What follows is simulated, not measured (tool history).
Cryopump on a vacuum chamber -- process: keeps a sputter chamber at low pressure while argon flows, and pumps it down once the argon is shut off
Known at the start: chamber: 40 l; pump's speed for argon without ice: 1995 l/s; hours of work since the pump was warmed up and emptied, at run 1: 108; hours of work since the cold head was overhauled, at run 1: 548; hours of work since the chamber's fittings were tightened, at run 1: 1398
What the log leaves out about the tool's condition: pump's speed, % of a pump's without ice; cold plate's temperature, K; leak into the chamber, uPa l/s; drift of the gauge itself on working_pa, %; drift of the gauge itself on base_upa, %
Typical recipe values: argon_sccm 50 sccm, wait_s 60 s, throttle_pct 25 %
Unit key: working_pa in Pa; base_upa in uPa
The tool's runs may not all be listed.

| run | day | argon_sccm | wait_s | throttle_pct | hours of work since the pump was warmed up and emptied | hours of work since the cold head was overhauled | hours of work since the chamber's fittings were tightened | working_pa | base_upa |
|---|---|---|---|---|---|---|---|---|---|
| 1 | 0.000 | 50 | 60 | 25 | 108 | 548 | 1398 | 0.1722 | 1.48 |
| 2 | 0.971 | 50 | 60 | 25 | 124 | 564 | 1413 | 0.1740 | 1.50 |
| 3 | 1.546 | 50 | 60 | 25 | 133 | 573 | 1423 | 0.1725 | 1.54 |
| 4 | 2.325 | 50 | 60 | 16 | 145 | 585 | 1435 | 0.2668 | 1.53 |
| 5 | 2.846 | 50 | 60 | 16 | 154 | 593 | 1443 | 0.2679 | 1.60 |
| 6 | 3.600 | 50 | 60 | 16 | 165 | 605 | 1455 | 0.2695 | 1.61 |
| 7 | 4.417 | 50 | 60 | 16 | 178 | 618 | 1468 | 0.2694 | 1.59 |
| 8 | 5.183 | 50 | 60 | 16 | 191 | 630 | 1480 | 0.2678 | 1.63 |
| 9 | 5.771 | 50 | 60 | 16 | 200 | 640 | 1489 | 0.2716 | 1.60 |
| 10 | 6.779 | 50 | 60 | 16 | 216 | 656 | 1505 | 0.2726 | 1.70 |
| 11 | 7.758 | 50 | 60 | 25 | 231 | 671 | 1521 | 0.1775 | 1.68 |
| 12 | 8.421 | 50 | 60 | 25 | 242 | 682 | 1531 | 0.1764 | 1.74 |
| 13 | 9.071 | 50 | 60 | 25 | 252 | 692 | 1542 | 0.1768 | 1.73 |
| 14 | 9.742 | 50 | 60 | 25 | 263 | 703 | 1552 | 0.1764 | 1.75 |
| 15 | 10.200 | 50 | 60 | 25 | 270 | 710 | 1560 | 0.1775 | 1.76 |
| 16 | 11.154 | 50 | 60 | 25 | 285 | 725 | 1575 | 0.1786 | 1.82 |
| 17 | 12.217 | 50 | 60 | 27 | 302 | 742 | 1591 | 0.1656 | 1.79 |
| 18 | 13.008 | 50 | 60 | 27 | 314 | 754 | 1604 | 0.1662 | 1.75 |
| 19 | 13.708 | 42 | 197 | 40 | 325 | 765 | 1615 | 0.0983 | 1.66 |
| 20 | 14.779 | 42 | 24 | 23 | 342 | 782 | 1632 | 0.1639 | 2.35 |

Run 21 comes next. What will it give?
| 21 | 15.729 | 42 | 24 | 23 | 358 | 797 | 1647 | ? | ? |

Run 21 gave working_pa 0.1642 Pa, base_upa 2.36 uPa.
Had the tool carried no hidden state, the very same run would have given working_pa 0.1546 Pa, base_upa 0.88 uPa.

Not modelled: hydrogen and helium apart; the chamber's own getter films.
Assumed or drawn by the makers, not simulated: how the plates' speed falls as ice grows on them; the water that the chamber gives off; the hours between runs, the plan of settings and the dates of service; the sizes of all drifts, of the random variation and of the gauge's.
